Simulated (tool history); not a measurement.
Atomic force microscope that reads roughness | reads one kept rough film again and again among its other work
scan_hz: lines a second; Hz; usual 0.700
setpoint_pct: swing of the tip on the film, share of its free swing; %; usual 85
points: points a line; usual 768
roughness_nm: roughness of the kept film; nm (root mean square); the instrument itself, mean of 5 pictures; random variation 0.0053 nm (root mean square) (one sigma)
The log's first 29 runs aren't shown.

run    hour  scan_hz  setpoint_pct  points  pictures with this tip  hours of work since the height scale was calibrated  roughness_nm
     1302.5  -- height scale calibrated on a step standard
 30  1323.1    3.233            87     670                     216                                                   14         0.916
     1356.6  -- new tip fitted
 31  1360.3    3.233            63     583                       8                                                   39         1.016
 32  1392.0    3.233            63     583                      76                                                   61         1.014
 33  1436.8    1.427            66     401                     171                                                   92         1.026
 34  1465.5    0.782            68     584                     232                                                  112         1.033
     1493.1  -- new tip fitted
 35  1532.7    0.782            68     584                      84                                                  158         1.039
 36  1571.4    0.782            68     584                     167                                                  184         1.048
 37  1615.6    1.658            68     584                     261                                                  215         1.021
     1630.0  -- new tip fitted
 38  1663.1    0.700            76     523                      71                                                  247         1.033
 39  1703.8    0.732            57     445                     157                                                  275         1.050
 40  1736.2    0.700            90     839                     226                                                  297         1.018
     1763.0  -- new tip fitted
 41  1775.9    1.625            56     464                      27                                                  324         1.038
 42  1818.2    1.625            56     464                     118                                                  354         1.038
 43  1882.9    1.625            56     464                     255                                                  398         1.034
     1896.5  -- new tip fitted
 44  1947.3    1.625            56     464                     108                                                  442         1.037
 45  2004.9    1.625            56     464                     231                                                  482         1.036
     2031.7  -- new tip fitted
 46  2036.5    3.294            88     330                      10                                                  503         0.915

Forecast run 47:
 47  2085.2    3.294            88     330                     114                                                  537             ?

roughness_nm: 0.922 nm (root mean square)
Without the tool's hidden state the same run would have given roughness_nm 0.924 nm (root mean square).

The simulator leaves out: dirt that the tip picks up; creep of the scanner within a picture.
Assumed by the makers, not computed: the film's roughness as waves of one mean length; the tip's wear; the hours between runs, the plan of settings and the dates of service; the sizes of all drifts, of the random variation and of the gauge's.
